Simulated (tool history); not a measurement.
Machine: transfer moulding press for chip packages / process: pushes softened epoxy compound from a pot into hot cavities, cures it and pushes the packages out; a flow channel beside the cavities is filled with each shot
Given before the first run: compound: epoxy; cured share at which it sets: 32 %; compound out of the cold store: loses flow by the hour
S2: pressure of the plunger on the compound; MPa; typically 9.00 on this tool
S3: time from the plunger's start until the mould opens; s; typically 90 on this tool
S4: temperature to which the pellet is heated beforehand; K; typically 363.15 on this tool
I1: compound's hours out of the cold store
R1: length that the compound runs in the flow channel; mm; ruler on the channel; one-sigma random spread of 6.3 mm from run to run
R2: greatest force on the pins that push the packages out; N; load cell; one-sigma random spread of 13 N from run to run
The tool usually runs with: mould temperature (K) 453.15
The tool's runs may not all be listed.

{"run": 1, "day": 0.0, "mould temperature (K)": 453.15, "S2": 9.0, "S3": 90, "S4": 363.15, "I1": 40.0, "R1": 843, "R2": 998}
{"run": 2, "day": 0.9, "mould temperature (K)": 453.15, "S2": 9.0, "S3": 90, "S4": 363.15, "I1": 27.6, "R1": 866, "R2": 1116}
{"day": 1.129, "done": "cavities cleaned with cleaning compound and waxed"}
{"run": 3, "day": 2.721, "mould temperature (K)": 453.15, "S2": 9.0, "S3": 90, "S4": 363.15, "I1": 30.1, "R1": 858, "R2": 1243}
{"run": 4, "day": 3.775, "mould temperature (K)": 453.15, "S2": 9.0, "S3": 90, "S4": 363.15, "I1": 47.4, "R1": 808, "R2": 1140}
{"run": 5, "day": 4.612, "mould temperature (K)": 453.15, "S2": 9.0, "S3": 90, "S4": 363.15, "I1": 38.4, "R1": 829, "R2": 1200}
{"run": 6, "day": 5.871, "mould temperature (K)": 453.15, "S2": 9.0, "S3": 90, "S4": 363.15, "I1": 16.7, "R1": 880, "R2": 1190}
{"day": 6.604, "done": "cavities cleaned with cleaning compound and waxed, once more"}
{"run": 7, "day": 6.692, "mould temperature (K)": 453.15, "S2": 9.0, "S3": 90, "S4": 363.15, "I1": 19.3, "R1": 882, "R2": 678}
{"run": 8, "day": 7.654, "mould temperature (K)": 453.15, "S2": 9.0, "S3": 90, "S4": 363.15, "I1": 24.4, "R1": 852, "R2": 805}
{"day": 8.246, "done": "mould's thermocouples calibrated"}
{"run": 9, "day": 8.538, "mould temperature (K)": 453.15, "S2": 9.0, "S3": 90, "S4": 363.15, "I1": 29.3, "R1": 842, "R2": 886}
{"run": 10, "day": 9.671, "mould temperature (K)": 453.15, "S2": 9.0, "S3": 90, "S4": 363.15, "I1": 31.0, "R1": 830, "R2": 973}
{"run": 11, "day": 11.383, "mould temperature (K)": 453.15, "S2": 9.0, "S3": 90, "S4": 363.15, "I1": 45.7, "R1": 785, "R2": 1011}
{"day": 12.283, "done": "cavities cleaned with cleaning compound and waxed"}
{"run": 12, "day": 12.742, "mould temperature (K)": 453.15, "S2": 9.0, "S3": 90, "S4": 367.15, "I1": 39.7, "R1": 805, "R2": 658}
{"run": 13, "day": 14.233, "mould temperature (K)": 454.15, "S2": 10.06, "S3": 88, "S4": 362.15, "I1": 41.0, "R1": 838, "R2": 882}
{"run": 14, "day": 15.879, "mould temperature (K)": 448.15, "S2": 10.65, "S3": 113, "S4": 360.15, "I1": 31.3, "R1": 913, "R2": 871}
{"run": 15, "day": 17.683, "mould temperature (K)": 448.15, "S2": 8.73, "S3": 112, "S4": 360.15, "I1": 22.4, "R1": 839, "R2": 939}
{"day": 17.858, "done": "cavities cleaned with cleaning compound and waxed"}
{"run": 16, "day": 18.729, "mould temperature (K)": 449.15, "S2": 8.63, "S3": 74, "S4": 360.15, "I1": 16.3, "R1": 837, "R2": 1689}
{"run": 17, "day": 20.321, "mould temperature (K)": 452.15, "S2": 6.98, "S3": 74, "S4": 373.15, "I1": 44.8, "R1": 679, "R2": 1512}
{"run": 18, "day": 21.367, "mould temperature (K)": 453.15, "S2": 9.0, "S3": 117, "S4": 371.15, "I1": 42.6, "R1": 766, "R2": 618}
{"run": 19, "day": 22.108, "mould temperature (K)": 453.15, "S2": 9.0, "S3": 117, "S4": 371.15, "I1": 9.3, "R1": 843, "R2": 666}
{"day": 23.25, "done": "plunger's sealing rings changed"}
{"day": 23.654, "done": "cavities cleaned with cleaning compound and waxed"}
{"run": 20, "day": 23.692, "mould temperature (K)": 457.15, "S2": 9.57, "S3": 90, "S4": 360.15, "I1": 25.1, "R1": 892, "R2": 532}
{"run": 21, "day": 25.1, "mould temperature (K)": 453.15, "S2": 9.0, "S3": 126, "S4": 356.15, "I1": 44.5, "R1": 824, "R2": 525}
{"run": 22, "day": 26.933, "mould temperature (K)": 453.15, "S2": 9.0, "S3": 126, "S4": 356.15, "I1": 9.3, "R1": 921, "R2": 573}
{"run": 23, "day": 28.183, "mould temperature (K)": 459.15, "S2": 7.28, "S3": 91, "S4": 369.15, "I1": 45.7, "R1": 724, "R2": 698}

Below are 5 alternative next runs, each starting from the tool's condition after run 23. Predict each:
{"day": 29.233, "done": "cavities cleaned with cleaning compound and waxed"}
{"run": "A", "day": 29.683, "mould temperature (K)": 460.15, "S2": 9.0, "S3": 98, "S4": 364.15, "I1": 45.1, "R1": "?", "R2": "?"}
{"day": 29.233, "done": "cavities cleaned with cleaning compound and waxed"}
{"run": "B", "day": 29.683, "mould temperature (K)": 459.15, "S2": 8.23, "S3": 91, "S4": 369.15, "I1": 42.7, "R1": "?", "R2": "?"}
{"day": 29.233, "done": "cavities cleaned with cleaning compound and waxed"}
{"run": "C", "day": 29.683, "mould temperature (K)": 453.15, "S2": 9.0, "S3": 123, "S4": 360.15, "I1": 33.0, "R1": "?", "R2": "?"}
{"day": 29.233, "done": "cavities cleaned with cleaning compound and waxed"}
{"run": "D", "day": 29.683, "mould temperature (K)": 459.15, "S2": 7.28, "S3": 91, "S4": 361.15, "I1": 33.4, "R1": "?", "R2": "?"}
{"day": 29.233, "done": "cavities cleaned with cleaning compound and waxed"}
{"run": "E", "day": 29.683, "mould temperature (K)": 459.15, "S2": 7.28, "S3": 91, "S4": 357.15, "I1": 40.8, "R1": "?", "R2": "?"}

run=A R1=787 R2=427
run=B R1=759 R2=485
run=C R1=860 R2=452
run=D R1=741 R2=508
run=E R1=734 R2=498
With no hidden state in the tool, these same runs would have given:
run=A R1=806 R2=369
run=B R1=777 R2=416
run=C R1=880 R2=392
run=D R1=760 R2=433
run=E R1=752 R2=426
